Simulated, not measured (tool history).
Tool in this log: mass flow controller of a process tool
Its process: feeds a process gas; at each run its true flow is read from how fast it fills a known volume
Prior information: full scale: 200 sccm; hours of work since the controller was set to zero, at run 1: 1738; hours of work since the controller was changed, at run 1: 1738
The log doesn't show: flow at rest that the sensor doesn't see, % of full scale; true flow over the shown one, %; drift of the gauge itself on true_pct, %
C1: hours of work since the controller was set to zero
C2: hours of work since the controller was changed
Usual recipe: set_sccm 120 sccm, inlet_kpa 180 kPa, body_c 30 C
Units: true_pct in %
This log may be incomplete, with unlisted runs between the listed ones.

{"run": 1, "hour": 0.0, "set_sccm": 120, "inlet_kpa": 180, "body_c": 30, "C1": 1738, "C2": 1738, "true_pct": 100.18}
{"run": 2, "hour": 44.1, "set_sccm": 120, "inlet_kpa": 180, "body_c": 30, "C1": 1768, "C2": 1768, "true_pct": 100.1}
{"run": 3, "hour": 122.4, "set_sccm": 120, "inlet_kpa": 180, "body_c": 30, "C1": 1823, "C2": 1823, "true_pct": 100.12}
{"run": 4, "hour": 181.7, "set_sccm": 32, "inlet_kpa": 180, "body_c": 30, "C1": 1864, "C2": 1864, "true_pct": 99.6}
{"run": 5, "hour": 267.4, "set_sccm": 32, "inlet_kpa": 180, "body_c": 30, "C1": 1924, "C2": 1924, "true_pct": 99.58}
{"run": 6, "hour": 354.5, "set_sccm": 32, "inlet_kpa": 180, "body_c": 30, "C1": 1985, "C2": 1985, "true_pct": 99.47}
{"run": 7, "hour": 436.7, "set_sccm": 120, "inlet_kpa": 180, "body_c": 30, "C1": 2042, "C2": 2042, "true_pct": 99.89}
{"run": 8, "hour": 514.7, "set_sccm": 120, "inlet_kpa": 180, "body_c": 30, "C1": 2096, "C2": 2096, "true_pct": 99.74}
{"run": 9, "hour": 575.1, "set_sccm": 120, "inlet_kpa": 180, "body_c": 30, "C1": 2139, "C2": 2139, "true_pct": 99.72}
{"run": 10, "hour": 653.6, "set_sccm": 120, "inlet_kpa": 180, "body_c": 30, "C1": 2193, "C2": 2193, "true_pct": 99.56}
{"run": 11, "hour": 705.4, "set_sccm": 120, "inlet_kpa": 180, "body_c": 30, "C1": 2229, "C2": 2229, "true_pct": 99.65}
{"run": 12, "hour": 774.8, "set_sccm": 120, "inlet_kpa": 180, "body_c": 30, "C1": 2278, "C2": 2278, "true_pct": 99.56}
{"run": 13, "hour": 876.9, "set_sccm": 120, "inlet_kpa": 180, "body_c": 30, "C1": 2349, "C2": 2349, "true_pct": 99.45}
{"run": 14, "hour": 963.6, "set_sccm": 120, "inlet_kpa": 180, "body_c": 30, "C1": 2409, "C2": 2409, "true_pct": 99.48}
{"run": 15, "hour": 1037.7, "set_sccm": 120, "inlet_kpa": 187, "body_c": 30, "C1": 2461, "C2": 2461, "true_pct": 99.32}
{"run": 16, "hour": 1114.4, "set_sccm": 120, "inlet_kpa": 153, "body_c": 22, "C1": 2514, "C2": 2514, "true_pct": 98.43}
{"run": 17, "hour": 1209.1, "set_sccm": 106, "inlet_kpa": 180, "body_c": 30, "C1": 2580, "C2": 2580, "true_pct": 99.03}
{"run": 18, "hour": 1253.5, "set_sccm": 106, "inlet_kpa": 180, "body_c": 30, "C1": 2611, "C2": 2611, "true_pct": 99.13}
{"run": 19, "hour": 1329.0, "set_sccm": 178, "inlet_kpa": 180, "body_c": 30, "C1": 2664, "C2": 2664, "true_pct": 99.41}
{"run": 20, "hour": 1376.7, "set_sccm": 68, "inlet_kpa": 172, "body_c": 30, "C1": 2697, "C2": 2697, "true_pct": 98.84}
{"run": 21, "hour": 1461.7, "set_sccm": 120, "inlet_kpa": 245, "body_c": 30, "C1": 2757, "C2": 2757, "true_pct": 99.15}
{"run": 22, "hour": 1536.8, "set_sccm": 105, "inlet_kpa": 172, "body_c": 38, "C1": 2809, "C2": 2809, "true_pct": 99.73}
{"run": 23, "hour": 1585.7, "set_sccm": 105, "inlet_kpa": 172, "body_c": 38, "C1": 2843, "C2": 2843, "true_pct": 99.76}
{"run": 24, "hour": 1670.5, "set_sccm": 30, "inlet_kpa": 189, "body_c": 32, "C1": 2902, "C2": 2902, "true_pct": 98.74}
{"run": 25, "hour": 1736.1, "set_sccm": 47, "inlet_kpa": 189, "body_c": 23, "C1": 2948, "C2": 2948, "true_pct": 97.89}
{"run": 26, "hour": 1814.4, "set_sccm": 136, "inlet_kpa": 275, "body_c": 38, "C1": 3002, "C2": 3002, "true_pct": 100.08}
{"run": 27, "hour": 1897.8, "set_sccm": 80, "inlet_kpa": 174, "body_c": 31, "C1": 3061, "C2": 3061, "true_pct": 98.61}
{"run": 28, "hour": 1982.0, "set_sccm": 146, "inlet_kpa": 183, "body_c": 30, "C1": 3119, "C2": 3119, "true_pct": 98.79}
{"run": 29, "hour": 2027.1, "set_sccm": 140, "inlet_kpa": 271, "body_c": 30, "C1": 3151, "C2": 3151, "true_pct": 99.13}

Predict each of these 5 candidate next runs independently; none follows another, all start after run 29:
{"run": "A", "hour": 2095.2, "set_sccm": 110, "inlet_kpa": 201, "body_c": 24, "C1": 3198, "C2": 3198, "true_pct": "?"}
{"run": "B", "hour": 2095.2, "set_sccm": 125, "inlet_kpa": 182, "body_c": 40, "C1": 3198, "C2": 3198, "true_pct": "?"}
{"run": "C", "hour": 2095.2, "set_sccm": 120, "inlet_kpa": 175, "body_c": 29, "C1": 3198, "C2": 3198, "true_pct": "?"}
{"run": "D", "hour": 2095.2, "set_sccm": 134, "inlet_kpa": 180, "body_c": 35, "C1": 3198, "C2": 3198, "true_pct": "?"}
{"run": "E", "hour": 2095.2, "set_sccm": 156, "inlet_kpa": 271, "body_c": 30, "C1": 3198, "C2": 3198, "true_pct": "?"}

run=A true_pct=98.01
run=B true_pct=99.7
run=C true_pct=98.5
run=D true_pct=99.01
run=E true_pct=99.11
Take away the tool's hidden state, keep each run's random variation, and the runs would have read:
run=A true_pct=99.55
run=B true_pct=101.27
run=C true_pct=100.05
run=D true_pct=100.58
run=E true_pct=100.67
